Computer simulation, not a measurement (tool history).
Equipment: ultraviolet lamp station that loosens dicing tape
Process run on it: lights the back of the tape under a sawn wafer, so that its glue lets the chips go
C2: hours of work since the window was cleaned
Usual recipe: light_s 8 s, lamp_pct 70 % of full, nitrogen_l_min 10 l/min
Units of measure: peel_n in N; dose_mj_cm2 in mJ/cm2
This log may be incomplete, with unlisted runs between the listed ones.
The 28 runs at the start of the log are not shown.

{"run": 29, "day": 15.558, "light_s": 9, "lamp_pct": 75, "nitrogen_l_min": 4, "hours of work of the lamp": 332, "C2": 62, "peel_n": 0.49, "dose_mj_cm2": 449}
{"day": 16.225, "done": "window cleaned of glue's vapour, once more"}
{"run": 30, "day": 16.329, "light_s": 8, "lamp_pct": 68, "nitrogen_l_min": 10, "hours of work of the lamp": 345, "C2": 2, "peel_n": 0.245, "dose_mj_cm2": 440}
{"run": 31, "day": 17.104, "light_s": 4, "lamp_pct": 82, "nitrogen_l_min": 16, "hours of work of the lamp": 358, "C2": 15, "peel_n": 0.483, "dose_mj_cm2": 265}
{"run": 32, "day": 17.654, "light_s": 9, "lamp_pct": 79, "nitrogen_l_min": 16, "hours of work of the lamp": 367, "C2": 24, "peel_n": 0.148, "dose_mj_cm2": 576}
{"run": 33, "day": 18.154, "light_s": 11, "lamp_pct": 90, "nitrogen_l_min": 16, "hours of work of the lamp": 375, "C2": 32, "peel_n": 0.119, "dose_mj_cm2": 792}
{"run": 34, "day": 18.704, "light_s": 4, "lamp_pct": 67, "nitrogen_l_min": 11, "hours of work of the lamp": 384, "C2": 41, "peel_n": 0.819, "dose_mj_cm2": 215}
{"run": 35, "day": 19.288, "light_s": 4, "lamp_pct": 67, "nitrogen_l_min": 19, "hours of work of the lamp": 394, "C2": 51, "peel_n": 0.643, "dose_mj_cm2": 211}
{"run": 36, "day": 20.058, "light_s": 7, "lamp_pct": 77, "nitrogen_l_min": 11, "hours of work of the lamp": 407, "C2": 64, "peel_n": 0.245, "dose_mj_cm2": 423}
{"run": 37, "day": 20.396, "light_s": 4, "lamp_pct": 77, "nitrogen_l_min": 11, "hours of work of the lamp": 412, "C2": 69, "peel_n": 0.715, "dose_mj_cm2": 246}
{"run": 38, "day": 21.108, "light_s": 8, "lamp_pct": 83, "nitrogen_l_min": 5, "hours of work of the lamp": 424, "C2": 81, "peel_n": 0.308, "dose_mj_cm2": 519}
{"run": 39, "day": 21.883, "light_s": 8, "lamp_pct": 83, "nitrogen_l_min": 5, "hours of work of the lamp": 437, "C2": 94, "peel_n": 0.316, "dose_mj_cm2": 519}
{"run": 40, "day": 22.342, "light_s": 8, "lamp_pct": 83, "nitrogen_l_min": 5, "hours of work of the lamp": 445, "C2": 102, "peel_n": 0.318, "dose_mj_cm2": 517}
{"run": 41, "day": 22.929, "light_s": 8, "lamp_pct": 83, "nitrogen_l_min": 5, "hours of work of the lamp": 454, "C2": 111, "peel_n": 0.319, "dose_mj_cm2": 509}
{"run": 42, "day": 23.425, "light_s": 5, "lamp_pct": 68, "nitrogen_l_min": 9, "hours of work of the lamp": 463, "C2": 120, "peel_n": 0.685, "dose_mj_cm2": 262}

Predict each of these 4 candidate next runs independently; none follows another, all start after run 42:
{"run": "A", "day": 24.071, "light_s": 7, "lamp_pct": 70, "nitrogen_l_min": 5, "hours of work of the lamp": 473, "C2": 130, "peel_n": "?", "dose_mj_cm2": "?"}
{"run": "B", "day": 24.071, "light_s": 8, "lamp_pct": 60, "nitrogen_l_min": 9, "hours of work of the lamp": 473, "C2": 130, "peel_n": "?", "dose_mj_cm2": "?"}
{"run": "C", "day": 24.071, "light_s": 9, "lamp_pct": 70, "nitrogen_l_min": 10, "hours of work of the lamp": 473, "C2": 130, "peel_n": "?", "dose_mj_cm2": "?"}
{"run": "D", "day": 24.071, "light_s": 8, "lamp_pct": 68, "nitrogen_l_min": 9, "hours of work of the lamp": 473, "C2": 130, "peel_n": "?", "dose_mj_cm2": "?"}

run=A peel_n=0.566 dose_mj_cm2=376
run=B peel_n=0.384 dose_mj_cm2=362
run=C peel_n=0.203 dose_mj_cm2=483
run=D peel_n=0.307 dose_mj_cm2=414
Stripped of hidden state, with their random variation kept, the same runs would have yielded:
run=A peel_n=0.418 dose_mj_cm2=444
run=B peel_n=0.282 dose_mj_cm2=428
run=C peel_n=0.157 dose_mj_cm2=570
run=D peel_n=0.229 dose_mj_cm2=489
